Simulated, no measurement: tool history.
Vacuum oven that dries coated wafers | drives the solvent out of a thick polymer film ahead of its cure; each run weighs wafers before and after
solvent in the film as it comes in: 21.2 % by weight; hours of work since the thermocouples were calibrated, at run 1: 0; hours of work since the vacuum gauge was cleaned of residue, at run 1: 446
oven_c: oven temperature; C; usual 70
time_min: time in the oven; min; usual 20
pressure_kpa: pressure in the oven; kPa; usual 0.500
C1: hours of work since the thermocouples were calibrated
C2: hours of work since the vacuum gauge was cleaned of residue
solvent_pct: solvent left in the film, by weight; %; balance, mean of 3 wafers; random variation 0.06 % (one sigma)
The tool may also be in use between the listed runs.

{"run": 1, "hour": 0.0, "oven_c": 70, "time_min": 20, "pressure_kpa": 0.5, "C1": 0, "C2": 446, "solvent_pct": 3.31}
{"run": 2, "hour": 40.2, "oven_c": 70, "time_min": 20, "pressure_kpa": 0.5, "C1": 18, "C2": 464, "solvent_pct": 3.29}
{"run": 3, "hour": 118.5, "oven_c": 70, "time_min": 20, "pressure_kpa": 0.5, "C1": 53, "C2": 499, "solvent_pct": 3.24}
{"run": 4, "hour": 205.0, "oven_c": 70, "time_min": 20, "pressure_kpa": 0.5, "C1": 91, "C2": 537, "solvent_pct": 3.31}
{"run": 5, "hour": 249.0, "oven_c": 67, "time_min": 20, "pressure_kpa": 0.5, "C1": 111, "C2": 557, "solvent_pct": 4.58}
{"run": 6, "hour": 314.4, "oven_c": 67, "time_min": 20, "pressure_kpa": 0.5, "C1": 140, "C2": 586, "solvent_pct": 4.68}
{"run": 7, "hour": 370.8, "oven_c": 67, "time_min": 17, "pressure_kpa": 0.5, "C1": 165, "C2": 611, "solvent_pct": 5.45}
{"run": 8, "hour": 416.8, "oven_c": 67, "time_min": 17, "pressure_kpa": 0.5, "C1": 185, "C2": 631, "solvent_pct": 5.48}
{"run": 9, "hour": 464.7, "oven_c": 67, "time_min": 17, "pressure_kpa": 0.5, "C1": 206, "C2": 653, "solvent_pct": 5.57}
{"run": 10, "hour": 534.9, "oven_c": 66, "time_min": 20, "pressure_kpa": 0.5, "C1": 237, "C2": 684, "solvent_pct": 4.95}
{"run": 11, "hour": 601.0, "oven_c": 62, "time_min": 20, "pressure_kpa": 0.606, "C1": 267, "C2": 713, "solvent_pct": 7.0}
{"run": 12, "hour": 644.5, "oven_c": 74, "time_min": 13, "pressure_kpa": 1.397, "C1": 286, "C2": 733, "solvent_pct": 4.16}
{"run": 13, "hour": 712.3, "oven_c": 74, "time_min": 13, "pressure_kpa": 1.397, "C1": 316, "C2": 763, "solvent_pct": 4.2}
{"run": 14, "hour": 779.7, "oven_c": 75, "time_min": 13, "pressure_kpa": 1.397, "C1": 346, "C2": 793, "solvent_pct": 3.81}
{"run": 15, "hour": 831.1, "oven_c": 72, "time_min": 20, "pressure_kpa": 0.5, "C1": 369, "C2": 815, "solvent_pct": 2.5}
{"run": 16, "hour": 919.9, "oven_c": 62, "time_min": 20, "pressure_kpa": 1.979, "C1": 408, "C2": 855, "solvent_pct": 7.47}
{"run": 17, "hour": 959.1, "oven_c": 62, "time_min": 20, "pressure_kpa": 1.979, "C1": 426, "C2": 872, "solvent_pct": 7.68}

Measured less the same run without the tool's hidden state. The same run-to-run variation is in both; the gauge's scatter may not be:
The hidden state here: true wafer temperature over the reading, C; true pressure over the reading, kPa; drift of the gauge itself on solvent_pct, %.
run=1 solvent_pct=+0.06
run=2 solvent_pct=+0.04
run=3 solvent_pct=+0.03
run=4 solvent_pct=+0.02
run=5 solvent_pct=+0.00
run=6 solvent_pct=-0.01
run=7 solvent_pct=-0.04
run=8 solvent_pct=-0.04
run=9 solvent_pct=-0.06
run=10 solvent_pct=-0.07
run=11 solvent_pct=-0.10
run=12 solvent_pct=-0.10
run=13 solvent_pct=-0.11
run=14 solvent_pct=-0.12
run=15 solvent_pct=-0.09
run=16 solvent_pct=-0.18
run=17 solvent_pct=-0.19
